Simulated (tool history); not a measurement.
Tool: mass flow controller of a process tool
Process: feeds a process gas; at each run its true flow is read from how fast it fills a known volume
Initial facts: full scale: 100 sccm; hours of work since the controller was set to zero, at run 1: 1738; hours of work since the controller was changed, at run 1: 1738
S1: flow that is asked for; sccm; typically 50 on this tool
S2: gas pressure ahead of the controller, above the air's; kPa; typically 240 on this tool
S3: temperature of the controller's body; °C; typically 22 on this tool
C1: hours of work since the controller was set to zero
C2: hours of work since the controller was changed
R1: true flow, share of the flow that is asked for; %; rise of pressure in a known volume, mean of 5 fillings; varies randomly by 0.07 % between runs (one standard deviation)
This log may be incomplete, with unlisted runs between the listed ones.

{"run": 1, "hour": 0.0, "S1": 50, "S2": 240, "S3": 22, "C1": 1738, "C2": 1738, "R1": 98.32}
{"run": 2, "hour": 220.1, "S1": 50, "S2": 240, "S3": 22, "C1": 1824, "C2": 1824, "R1": 98.42}
{"run": 3, "hour": 328.6, "S1": 50, "S2": 240, "S3": 22, "C1": 1866, "C2": 1866, "R1": 98.27}
{"run": 4, "hour": 529.7, "S1": 50, "S2": 232, "S3": 22, "C1": 1944, "C2": 1944, "R1": 98.22}
{"run": 5, "hour": 709.4, "S1": 50, "S2": 240, "S3": 25, "C1": 2014, "C2": 2014, "R1": 98.19}
{"run": 6, "hour": 881.2, "S1": 50, "S2": 240, "S3": 25, "C1": 2081, "C2": 2081, "R1": 98.04}
{"run": 7, "hour": 999.9, "S1": 50, "S2": 240, "S3": 22, "C1": 2127, "C2": 2127, "R1": 98.32}
{"run": 8, "hour": 1137.3, "S1": 50, "S2": 240, "S3": 22, "C1": 2181, "C2": 2181, "R1": 98.25}
{"run": 9, "hour": 1263.4, "S1": 50, "S2": 240, "S3": 22, "C1": 2230, "C2": 2230, "R1": 98.3}
{"run": 10, "hour": 1398.1, "S1": 50, "S2": 240, "S3": 22, "C1": 2282, "C2": 2282, "R1": 98.19}
{"run": 11, "hour": 1556.2, "S1": 49, "S2": 240, "S3": 22, "C1": 2344, "C2": 2344, "R1": 98.21}
{"run": 12, "hour": 1747.1, "S1": 72, "S2": 240, "S3": 22, "C1": 2418, "C2": 2418, "R1": 99.25}
{"run": 13, "hour": 1891.4, "S1": 50, "S2": 240, "S3": 39, "C1": 2475, "C2": 2475, "R1": 96.47}
{"run": 14, "hour": 2101.0, "S1": 13, "S2": 240, "S3": 39, "C1": 2556, "C2": 2556, "R1": 91.78}
{"run": 15, "hour": 2300.4, "S1": 50, "S2": 240, "S3": 22, "C1": 2634, "C2": 2634, "R1": 98.16}
{"run": 16, "hour": 2513.2, "S1": 50, "S2": 240, "S3": 22, "C1": 2717, "C2": 2717, "R1": 98.0}
{"run": 17, "hour": 2652.0, "S1": 50, "S2": 240, "S3": 22, "C1": 2771, "C2": 2771, "R1": 98.03}
{"run": 18, "hour": 2765.0, "S1": 50, "S2": 240, "S3": 22, "C1": 2815, "C2": 2815, "R1": 98.09}
{"run": 19, "hour": 2878.3, "S1": 50, "S2": 240, "S3": 22, "C1": 2859, "C2": 2859, "R1": 98.16}
{"run": 20, "hour": 3010.7, "S1": 50, "S2": 210, "S3": 22, "C1": 2910, "C2": 2910, "R1": 97.7}
{"hour": 3022.7, "done": "controller's zero set anew"}
{"run": 21, "hour": 3143.0, "S1": 50, "S2": 210, "S3": 22, "C1": 47, "C2": 2962, "R1": 97.1}
{"run": 22, "hour": 3267.6, "S1": 50, "S2": 210, "S3": 22, "C1": 95, "C2": 3010, "R1": 97.08}
{"run": 23, "hour": 3426.1, "S1": 50, "S2": 210, "S3": 22, "C1": 157, "C2": 3072, "R1": 97.05}
{"run": 24, "hour": 3571.9, "S1": 50, "S2": 240, "S3": 22, "C1": 214, "C2": 3129, "R1": 97.32}
{"run": 25, "hour": 3767.8, "S1": 98, "S2": 240, "S3": 39, "C1": 290, "C2": 3205, "R1": 98.46}
{"hour": 3839.6, "done": "controller's zero set anew, once more"}
{"run": 26, "hour": 3920.8, "S1": 45, "S2": 215, "S3": 28, "C1": 32, "C2": 3264, "R1": 98.53}
{"run": 27, "hour": 4043.6, "S1": 19, "S2": 248, "S3": 22, "C1": 79, "C2": 3312, "R1": 98.2}
{"run": 28, "hour": 4196.8, "S1": 23, "S2": 210, "S3": 25, "C1": 139, "C2": 3372, "R1": 97.63}
{"run": 29, "hour": 4372.0, "S1": 14, "S2": 240, "S3": 21, "C1": 207, "C2": 3440, "R1": 97.51}
{"run": 30, "hour": 4537.0, "S1": 14, "S2": 240, "S3": 21, "C1": 272, "C2": 3504, "R1": 97.51}
{"run": 31, "hour": 4730.5, "S1": 14, "S2": 211, "S3": 26, "C1": 347, "C2": 3580, "R1": 96.84}
{"run": 32, "hour": 4956.4, "S1": 14, "S2": 211, "S3": 26, "C1": 435, "C2": 3668, "R1": 96.54}
{"run": 33, "hour": 5115.3, "S1": 76, "S2": 209, "S3": 26, "C1": 497, "C2": 3730, "R1": 99.61}
{"run": 34, "hour": 5306.3, "S1": 76, "S2": 209, "S3": 26, "C1": 571, "C2": 3804, "R1": 99.69}
{"run": 35, "hour": 5414.7, "S1": 50, "S2": 154, "S3": 22, "C1": 613, "C2": 3846, "R1": 98.62}
{"run": 36, "hour": 5514.3, "S1": 50, "S2": 154, "S3": 22, "C1": 652, "C2": 3885, "R1": 98.55}
{"run": 37, "hour": 5733.8, "S1": 45, "S2": 172, "S3": 32, "C1": 738, "C2": 3970, "R1": 97.68}
{"run": 38, "hour": 5892.0, "S1": 13, "S2": 240, "S3": 21, "C1": 799, "C2": 4032, "R1": 96.54}
{"run": 39, "hour": 6035.5, "S1": 13, "S2": 158, "S3": 22, "C1": 855, "C2": 4088, "R1": 95.89}
{"run": 40, "hour": 6170.8, "S1": 13, "S2": 158, "S3": 22, "C1": 908, "C2": 4141, "R1": 95.76}
{"run": 41, "hour": 6396.9, "S1": 15, "S2": 158, "S3": 27, "C1": 996, "C2": 4229, "R1": 95.52}
{"run": 42, "hour": 6490.7, "S1": 10, "S2": 224, "S3": 22, "C1": 1032, "C2": 4265, "R1": 95.29}
{"run": 43, "hour": 6596.4, "S1": 10, "S2": 224, "S3": 22, "C1": 1074, "C2": 4306, "R1": 95.17}
{"run": 44, "hour": 6801.3, "S1": 50, "S2": 157, "S3": 22, "C1": 1153, "C2": 4386, "R1": 98.4}
{"run": 45, "hour": 6918.0, "S1": 50, "S2": 157, "S3": 22, "C1": 1199, "C2": 4432, "R1": 98.35}
{"run": 46, "hour": 7053.8, "S1": 18, "S2": 164, "S3": 29, "C1": 1252, "C2": 4484, "R1": 95.41}
{"run": 47, "hour": 7234.8, "S1": 18, "S2": 164, "S3": 29, "C1": 1322, "C2": 4555, "R1": 95.41}
{"run": 48, "hour": 7392.5, "S1": 18, "S2": 164, "S3": 29, "C1": 1384, "C2": 4616, "R1": 95.39}

For some of the steps in R1 from one run to the next: how much would appear even if the tool had no hidden state, given the settings, what came in and random variation, and how much remains for the hidden state plus any gauge scatter that the measured result and the result without hidden state don't share?
What the log doesn't record here: flow at rest that the sensor doesn't see, % of full scale; true flow over the shown one, %; drift of the gauge itself on true_pct, %.
Run 13 -> 14: S1 50 -> 13. R1 -4.69 %: hidden state -3.57, all else -1.12.
Run 14 -> 15: S1 13 -> 50, S3 39 -> 22. R1 +6.38 %: hidden state +3.51, all else +2.87.
Run 43 -> 44: S1 10 -> 50, S2 224 -> 157. R1 +3.23 %: hidden state +2.37, all else +0.86.
